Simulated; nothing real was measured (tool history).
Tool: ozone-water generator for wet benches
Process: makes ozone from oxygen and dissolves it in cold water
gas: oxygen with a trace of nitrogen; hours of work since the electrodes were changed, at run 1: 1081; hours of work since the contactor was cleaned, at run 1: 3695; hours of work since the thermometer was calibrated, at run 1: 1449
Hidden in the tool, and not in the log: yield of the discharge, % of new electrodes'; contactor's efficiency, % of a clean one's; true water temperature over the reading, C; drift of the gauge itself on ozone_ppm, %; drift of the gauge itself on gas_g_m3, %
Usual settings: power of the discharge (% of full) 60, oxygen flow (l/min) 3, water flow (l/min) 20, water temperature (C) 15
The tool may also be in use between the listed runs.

run,hour,power of the discharge (% of full),oxygen flow (l/min),water flow (l/min),water temperature (C),hours of work since the electrodes were changed,hours of work since the contactor was cleaned,hours of work since the thermometer was calibrated,dissolved ozone (ppm),ozone in the gas ahead of the water (g/m3)
1,0,60,3,20,15,1081,3695,1449,13.2,197.1
2,16.2,60,3,20,15,1093,3707,1462,13.2,197.6
3,41.4,60,3,20,15,1113,3727,1482,13.2,195.7
4,62.3,60,3,20,15,1130,3744,1498,13.2,195.9
5,98.2,60,3,20,15,1158,3772,1527,13.3,195.1
6,128.7,60,3,20,15,1182,3796,1551,13.2,196
7,158.8,60,1.75,20,15,1206,3820,1574,11,251.7
8,181.2,60,4.58,20,17,1223,3837,1592,14.2,161.9
9,212.6,52,2.97,20,15,1248,3862,1617,12,177.6
10,247.2,52,2.97,24,15,1275,3889,1644,9.7,175.9
11,272.6,52,2.97,24,15,1295,3909,1664,9.7,179.6

Forecast each of these 4 alternatives for the next run:
A,296.6,70,3,14,15,1314,3928,1683,?,?
B,296.6,47,3,20,8,1314,3928,1683,?,?
C,296.6,60,2.72,20,7,1314,3928,1683,?,?
D,296.6,76,5.3,25,15,1314,3928,1683,?,?

run,dissolved ozone (ppm),ozone in the gas ahead of the water (g/m3)
A,20.6,221.2
B,11.8,164.6
C,13.7,205.7
D,14.5,179.5
Without the tool's hidden state the same runs would have given:
run,dissolved ozone (ppm),ozone in the gas ahead of the water (g/m3)
A,21.9,226.3
B,12.5,167.3
C,14.5,209.9
D,15.5,184
